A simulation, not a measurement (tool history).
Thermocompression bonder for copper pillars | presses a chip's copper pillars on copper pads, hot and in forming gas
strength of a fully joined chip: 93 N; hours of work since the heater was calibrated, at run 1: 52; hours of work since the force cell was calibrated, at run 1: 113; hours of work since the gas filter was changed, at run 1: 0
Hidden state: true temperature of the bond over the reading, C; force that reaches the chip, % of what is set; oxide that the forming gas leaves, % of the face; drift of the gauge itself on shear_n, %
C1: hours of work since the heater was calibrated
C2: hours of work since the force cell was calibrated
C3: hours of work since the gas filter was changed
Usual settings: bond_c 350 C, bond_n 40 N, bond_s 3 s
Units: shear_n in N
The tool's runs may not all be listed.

run 1 hour=0 | bond_c=350 bond_n=40 bond_s=3 | C1=52 C2=113 C3=0 | shear_n=66
run 2 hour=76.9 | bond_c=350 bond_n=40 bond_s=3 | C1=95 C2=156 C3=43 | shear_n=63.7
run 3 hour=129.5 | bond_c=350 bond_n=40 bond_s=3 | C1=124 C2=185 C3=73 | shear_n=63.2
run 4 hour=161.1 | bond_c=350 bond_n=40 bond_s=3 | C1=142 C2=203 C3=90 | shear_n=63.9
run 5 hour=204.1 | bond_c=350 bond_n=40 bond_s=3 | C1=166 C2=227 C3=114 | shear_n=62.7
run 6 hour=236.8 | bond_c=350 bond_n=40 bond_s=3 | C1=185 C2=246 C3=133 | shear_n=62.6
run 7 hour=301.1 | bond_c=350 bond_n=40 bond_s=3 | C1=221 C2=282 C3=169 | shear_n=62
run 8 hour=353.8 | bond_c=350 bond_n=40 bond_s=3 | C1=250 C2=311 C3=198 | shear_n=60.5
run 9 hour=419.5 | bond_c=350 bond_n=40 bond_s=3 | C1=287 C2=348 C3=235 | shear_n=60
run 10 hour=469.7 | bond_c=350 bond_n=40 bond_s=3 | C1=315 C2=376 C3=263 | shear_n=58.9
-- hour=511.2 forming gas filter changed
run 11 hour=536.9 | bond_c=350 bond_n=40 bond_s=3 | C1=353 C2=414 C3=14 | shear_n=65.1
run 12 hour=598.4 | bond_c=350 bond_n=40 bond_s=3 | C1=387 C2=448 C3=49 | shear_n=64.5
run 13 hour=656.7 | bond_c=350 bond_n=25 bond_s=3 | C1=420 C2=481 C3=82 | shear_n=40.8
run 14 hour=708.2 | bond_c=350 bond_n=40 bond_s=6 | C1=449 C2=510 C3=110 | shear_n=73.9
run 15 hour=760.2 | bond_c=350 bond_n=40 bond_s=6 | C1=478 C2=539 C3=140 | shear_n=72.1
run 16 hour=826.5 | bond_c=350 bond_n=40 bond_s=6 | C1=515 C2=576 C3=177 | shear_n=70.5
run 17 hour=861.1 | bond_c=350 bond_n=33 bond_s=3 | C1=535 C2=595 C3=196 | shear_n=50.6
run 18 hour=911.8 | bond_c=350 bond_n=33 bond_s=3 | C1=563 C2=624 C3=225 | shear_n=50
run 19 hour=979.9 | bond_c=350 bond_n=33 bond_s=3 | C1=601 C2=662 C3=263 | shear_n=49.6
-- hour=1022.1 forming gas filter changed
run 20 hour=1041.8 | bond_c=350 bond_n=33 bond_s=3 | C1=636 C2=697 C3=11 | shear_n=53.5
run 21 hour=1109.9 | bond_c=344 bond_n=57 bond_s=3 | C1=674 C2=735 C3=49 | shear_n=75.6
run 22 hour=1157.9 | bond_c=344 bond_n=57 bond_s=3 | C1=701 C2=762 C3=76 | shear_n=74.6
-- hour=1220.4 heater calibrated with a thermocouple chip
run 23 hour=1223.5 | bond_c=344 bond_n=57 bond_s=3 | C1=2 C2=797 C3=112 | shear_n=76
run 24 hour=1261.7 | bond_c=378 bond_n=27 bond_s=5 | C1=23 C2=819 C3=133 | shear_n=65.2
run 25 hour=1330.7 | bond_c=363 bond_n=29 bond_s=8 | C1=62 C2=857 C3=172 | shear_n=68.5
run 26 hour=1401.2 | bond_c=363 bond_n=29 bond_s=8 | C1=101 C2=897 C3=212 | shear_n=66.8
run 27 hour=1452 | bond_c=363 bond_n=29 bond_s=8 | C1=130 C2=925 C3=240 | shear_n=66.6

The next listed run, before its measurement:
run 28 hour=1490.8 | bond_c=370 bond_n=52 bond_s=3 | C1=152 C2=947 C3=262 | shear_n=?

{"run 28": {"shear_n": 77}}
Without the tool's hidden state the same run would have given shear_n 83.9 N.
